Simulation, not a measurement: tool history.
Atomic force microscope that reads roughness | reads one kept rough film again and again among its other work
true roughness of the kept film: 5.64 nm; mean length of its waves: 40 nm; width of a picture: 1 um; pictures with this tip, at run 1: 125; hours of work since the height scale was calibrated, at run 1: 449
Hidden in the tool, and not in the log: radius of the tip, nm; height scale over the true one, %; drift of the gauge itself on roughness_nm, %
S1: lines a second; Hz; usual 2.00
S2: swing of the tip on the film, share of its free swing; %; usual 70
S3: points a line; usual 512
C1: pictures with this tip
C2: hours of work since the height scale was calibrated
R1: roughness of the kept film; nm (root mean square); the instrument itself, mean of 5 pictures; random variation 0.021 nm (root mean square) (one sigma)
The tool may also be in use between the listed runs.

Run 1, hour 0.0: usual settings; C1 125; C2 449. Result: R1 4.966 nm (root mean square).
Run 2, hour 47.3: usual settings; C1 221; C2 484. Result: R1 4.805 nm (root mean square).
Run 3, hour 77.7: usual settings but S1 0.69 Hz; C1 282; C2 507. Result: R1 4.794 nm (root mean square).
Run 4, hour 120.2: usual settings but S1 0.69 Hz; C1 369; C2 539. Result: R1 4.736 nm (root mean square).
At hour 129.1: new tip fitted.
Run 5, hour 143.2: usual settings but S1 2.89 Hz; C1 28; C2 556. Result: R1 4.966 nm (root mean square).
Run 6, hour 165.8: usual settings but S1 2.89 Hz; C1 74; C2 573. Result: R1 4.871 nm (root mean square).
Run 7, hour 197.8: usual settings but S1 2.89 Hz, S2 56 %; C1 139; C2 597. Result: R1 4.936 nm (root mean square).
Run 8, hour 219.8: usual settings; C1 184; C2 613. Result: R1 4.774 nm (root mean square).
Run 9, hour 262.5: usual settings; C1 270; C2 645. Result: R1 4.689 nm (root mean square).
Run 10, hour 298.5: usual settings; C1 343; C2 672. Result: R1 4.571 nm (root mean square).
At hour 319.6: new tip fitted.
Run 11, hour 348.2: usual settings; C1 58; C2 709. Result: R1 4.989 nm (root mean square).
Run 12, hour 379.9: usual settings; C1 122; C2 733. Result: R1 4.915 nm (root mean square).
Run 13, hour 424.1: usual settings; C1 212; C2 766. Result: R1 4.767 nm (root mean square).
Run 14, hour 467.0: usual settings; C1 299; C2 799. Result: R1 4.661 nm (root mean square).
At hour 509.9: new tip fitted.
Run 15, hour 513.9: usual settings; C1 8; C2 833. Result: R1 5.100 nm (root mean square).
Run 16, hour 543.7: usual settings but S2 74 %; C1 68; C2 856. Result: R1 4.943 nm (root mean square).
Run 17, hour 583.9: usual settings but S2 74 %; C1 150; C2 886. Result: R1 4.857 nm (root mean square).
Run 18, hour 620.1: usual settings but S2 74 %; C1 223; C2 913. Result: R1 4.727 nm (root mean square).
Run 19, hour 673.1: usual settings but S2 74 %; C1 331; C2 953. Result: R1 4.588 nm (root mean square).
At hour 702.1: new tip fitted.
Run 20, hour 717.8: usual settings but S2 74 %; C1 32; C2 986. Result: R1 5.009 nm (root mean square).
Run 21, hour 756.2: usual settings but S2 74 %, S3 370; C1 110; C2 1015. Result: R1 4.858 nm (root mean square).
Run 22, hour 797.3: usual settings but S2 74 %, S3 370; C1 193; C2 1046. Result: R1 4.762 nm (root mean square).
Run 23, hour 834.5: usual settings; C1 269; C2 1074. Result: R1 4.717 nm (root mean square).
Run 24, hour 869.5: usual settings; C1 340; C2 1100. Result: R1 4.656 nm (root mean square).
At hour 890.7: new tip fitted.
Run 25, hour 900.1: usual settings; C1 19; C2 1122. Result: R1 5.054 nm (root mean square).
Run 26, hour 948.9: usual settings but S3 585; C1 118; C2 1159. Result: R1 4.932 nm (root mean square).
Run 27, hour 991.3: usual settings but S1 0.58 Hz, S3 768; C1 204; C2 1191. Result: R1 4.941 nm (root mean square).
Run 28, hour 1013.8: usual settings but S1 0.58 Hz, S2 60 %, S3 768; C1 249; C2 1208. Result: R1 4.893 nm (root mean square).
Run 29, hour 1060.4: usual settings but S1 1.51 Hz, S2 60 %, S3 768; C1 344; C2 1243. Result: R1 4.756 nm (root mean square).
At hour 1080.8: new tip fitted.
Run 30, hour 1107.3: usual settings but S1 1.51 Hz, S2 60 %, S3 768; C1 54; C2 1277. Result: R1 5.154 nm (root mean square).
Run 31, hour 1150.9: usual settings but S1 0.76 Hz, S2 62 %, S3 948; C1 142; C2 1310. Result: R1 5.030 nm (root mean square).
Run 32, hour 1191.5: usual settings but S1 0.76 Hz, S2 62 %, S3 276; C1 224; C2 1341. Result: R1 4.885 nm (root mean square).
Run 33, hour 1214.5: usual settings but S1 0.76 Hz, S2 66 %, S3 760; C1 271; C2 1358. Result: R1 4.833 nm (root mean square).
Run 34, hour 1246.4: usual settings but S1 0.76 Hz, S2 61 %, S3 934; C1 336; C2 1382. Result: R1 4.760 nm (root mean square).
At hour 1271.5: new tip fitted.
Run 35, hour 1274.1: usual settings but S1 0.76 Hz, S2 61 %, S3 934; C1 5; C2 1402. Result: R1 5.214 nm (root mean square).
Run 36, hour 1299.2: usual settings but S1 1.16 Hz, S2 81 %, S3 818; C1 56; C2 1421. Result: R1 4.963 nm (root mean square).
Run 37, hour 1322.6: usual settings but S1 1.16 Hz, S2 81 %, S3 818; C1 103; C2 1439. Result: R1 4.934 nm (root mean square).
Run 38, hour 1372.5: usual settings but S1 1.16 Hz, S2 81 %, S3 818; C1 204; C2 1476. Result: R1 4.783 nm (root mean square).
Run 39, hour 1400.3: usual settings but S1 1.16 Hz, S2 81 %, S3 1019; C1 261; C2 1497. Result: R1 4.706 nm (root mean square).
Run 40, hour 1451.3: usual settings but S2 62 %; C1 364; C2 1535. Result: R1 4.637 nm (root mean square).
At hour 1461.1: new tip fitted.
Run 41, hour 1479.3: usual settings but S1 1.83 Hz, S2 69 %, S3 277; C1 37; C2 1556. Result: R1 5.041 nm (root mean square).
Run 42, hour 1531.9: usual settings but S1 1.83 Hz, S2 69 %, S3 277; C1 143; C2 1595. Result: R1 4.877 nm (root mean square).
Run 43, hour 1565.1: usual settings but S1 1.83 Hz, S2 69 %, S3 277; C1 211; C2 1620. Result: R1 4.774 nm (root mean square).
Run 44, hour 1611.0: usual settings but S2 82 %, S3 521; C1 304; C2 1655. Result: R1 4.520 nm (root mean square).
Run 45, hour 1639.8: usual settings but S2 81 %; C1 362; C2 1676. Result: R1 4.510 nm (root mean square).
At hour 1650.8: new tip fitted.
Run 46, hour 1681.5: usual settings but S1 0.75 Hz, S2 85 %, S3 891; C1 63; C2 1707. Result: R1 5.030 nm (root mean square).
Run 47, hour 1734.3: usual settings but S1 0.75 Hz, S2 85 %, S3 891; C1 170; C2 1747. Result: R1 4.884 nm (root mean square).
Run 48, hour 1756.0: usual settings but S1 0.75 Hz, S2 85 %, S3 891; C1 214; C2 1763. Result: R1 4.803 nm (root mean square).
Run 49, hour 1778.5: usual settings but S1 2.11 Hz, S2 69 %, S3 583; C1 259; C2 1780. Result: R1 4.732 nm (root mean square).
Run 50, hour 1826.5: usual settings but S1 3.70 Hz, S2 72 %, S3 839; C1 357; C2 1816. Result: R1 4.449 nm (root mean square).
At hour 1840.1: new tip fitted.
Run 51, hour 1866.0: usual settings but S1 3.74 Hz, S2 58 %; C1 53; C2 1845. Result: R1 5.052 nm (root mean square).
Run 52, hour 1906.0: usual settings but S1 1.53 Hz, S2 68 %, S3 507; C1 134; C2 1875. Result: R1 5.003 nm (root mean square).

Forecast each of these 3 alternatives for the next run:
Run A, hour 1931.4: usual settings but S1 3.75 Hz, S2 68 %, S3 439; C1 185; C2 1894. Result: R1 ?.
Run B, hour 1931.4: usual settings but S1 1.84 Hz, S2 61 %, S3 262; C1 185; C2 1894. Result: R1 ?.
Run C, hour 1931.4: usual settings but S1 2.13 Hz, S2 68 %, S3 584; C1 185; C2 1894. Result: R1 ?.

run     R1
  A  4.732
  B  4.905
  C  4.844
Without the tool's hidden state the same runs would have given:
run     R1
  A  4.969
  B  5.151
  C  5.087
